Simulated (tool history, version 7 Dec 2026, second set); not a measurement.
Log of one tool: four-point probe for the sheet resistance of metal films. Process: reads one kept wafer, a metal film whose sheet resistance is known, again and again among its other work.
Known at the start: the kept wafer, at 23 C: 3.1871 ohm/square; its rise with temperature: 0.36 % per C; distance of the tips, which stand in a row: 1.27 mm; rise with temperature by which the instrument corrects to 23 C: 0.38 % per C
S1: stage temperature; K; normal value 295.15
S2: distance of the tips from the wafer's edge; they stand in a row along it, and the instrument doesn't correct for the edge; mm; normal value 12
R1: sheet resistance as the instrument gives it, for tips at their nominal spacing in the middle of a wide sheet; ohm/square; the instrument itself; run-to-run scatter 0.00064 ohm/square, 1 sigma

Run 1, day 0.000: usual settings. Result: R1 3.206355 ohm/square.
Run 2, day 0.571: usual settings. Result: R1 3.207963 ohm/square.
Run 3, day 1.138: usual settings. Result: R1 3.206714 ohm/square.
Run 4, day 1.950: usual settings but S1 297.15 K. Result: R1 3.204835 ohm/square.
Run 5, day 2.779: usual settings but S1 297.15 K. Result: R1 3.205437 ohm/square.
Run 6, day 3.317: usual settings but S1 297.15 K. Result: R1 3.206831 ohm/square.
Run 7, day 3.933: usual settings but S1 291.15 K. Result: R1 3.209146 ohm/square.
Run 8, day 4.725: usual settings but S1 291.15 K. Result: R1 3.209759 ohm/square.
Run 9, day 5.108: usual settings but S1 291.15 K. Result: R1 3.208971 ohm/square.
Run 10, day 5.908: usual settings but S1 291.15 K. Result: R1 3.209162 ohm/square.
Run 11, day 6.750: usual settings but S2 30 mm. Result: R1 3.191700 ohm/square.
Run 12, day 7.467: usual settings but S2 30 mm. Result: R1 3.190309 ohm/square.
Run 13, day 7.912: usual settings but S1 307.15 K. Result: R1 3.199463 ohm/square.
Run 14, day 8.575: usual settings but S1 307.15 K. Result: R1 3.200580 ohm/square.
Run 15, day 9.108: usual settings but S1 307.15 K. Result: R1 3.201022 ohm/square.
Run 16, day 9.779: usual settings. Result: R1 3.207260 ohm/square.
Run 17, day 10.229: usual settings. Result: R1 3.207379 ohm/square.
Run 18, day 11.062: usual settings. Result: R1 3.206829 ohm/square.
Run 19, day 11.533: usual settings but S2 9 mm. Result: R1 3.222470 ohm/square.
Run 20, day 12.017: usual settings but S2 9 mm. Result: R1 3.221698 ohm/square.
Run 21, day 12.371: usual settings but S2 9 mm. Result: R1 3.222738 ohm/square.
Run 22, day 13.029: usual settings but S2 9 mm. Result: R1 3.221364 ohm/square.
Run 23, day 13.850: usual settings. Result: R1 3.206699 ohm/square.
Run 24, day 14.683: usual settings but S1 294.15 K, S2 8 mm. Result: R1 3.232623 ohm/square.
Run 25, day 15.321: usual settings but S1 292.15 K, S2 68 mm. Result: R1 3.190507 ohm/square.
Run 26, day 15.888: usual settings but S1 292.15 K, S2 68 mm. Result: R1 3.190158 ohm/square.
Run 27, day 16.438: usual settings but S1 305.15 K, S2 9 mm. Result: R1 3.216054 ohm/square.
Run 28, day 17.279: usual settings but S1 305.15 K, S2 9 mm. Result: R1 3.214976 ohm/square.
Run 29, day 17.842: usual settings but S1 305.15 K, S2 9 mm. Result: R1 3.216048 ohm/square.
Run 30, day 18.700: usual settings but S2 35 mm. Result: R1 3.191375 ohm/square.
Run 31, day 19.162: usual settings but S2 20 mm. Result: R1 3.195784 ohm/square.
Run 32, day 19.738: usual settings but S2 20 mm. Result: R1 3.194269 ohm/square.
Run 33, day 20.571: usual settings but S2 20 mm. Result: R1 3.195163 ohm/square.
Run 34, day 21.388: usual settings but S1 294.15 K, S2 15 mm. Result: R1 3.201284 ohm/square.
Run 35, day 21.967: usual settings but S1 301.15 K, S2 25 mm. Result: R1 3.190080 ohm/square.
Run 36, day 22.779: usual settings but S1 306.15 K, S2 6 mm. Result: R1 3.256392 ohm/square.
Run 37, day 23.604: usual settings but S1 306.15 K, S2 4 mm. Result: R1 3.345097 ohm/square.
Run 38, day 24.029: usual settings but S1 303.15 K, S2 9 mm. Result: R1 3.216737 ohm/square.
Run 39, day 24.742: usual settings but S1 302.15 K, S2 5 mm. Result: R1 3.290602 ohm/square.
Run 40, day 25.346: usual settings but S1 298.15 K, S2 73 mm. Result: R1 3.186076 ohm/square.
Run 41, day 25.917: usual settings but S1 298.15 K, S2 73 mm. Result: R1 3.186961 ohm/square.
Run 42, day 26.725: usual settings but S1 298.15 K, S2 73 mm. Result: R1 3.186567 ohm/square.
Run 43, day 27.146: usual settings but S1 294.15 K, S2 10 mm. Result: R1 3.215706 ohm/square.
Run 44, day 28.004: usual settings but S1 307.15 K. Result: R1 3.199864 ohm/square.
Run 45, day 28.588: usual settings but S1 300.15 K, S2 55 mm. Result: R1 3.185759 ohm/square.

3 ways to go on from here, each from the tool as it stands after run 45. What would each give?
Run A, day 29.162: usual settings but S1 299.15 K, S2 25 mm. Result: R1 ?.
Run B, day 29.162: usual settings but S1 293.15 K, S2 5 mm. Result: R1 ?.
Run C, day 29.162: usual settings but S1 302.15 K, S2 8 mm. Result: R1 ?.

run        R1
  A  3.188895
  B  3.295713
  C  3.227460
Stripped of hidden state, with their random variation kept, the same runs would have yielded:
run        R1
  A  3.188629
  B  3.295439
  C  3.227191
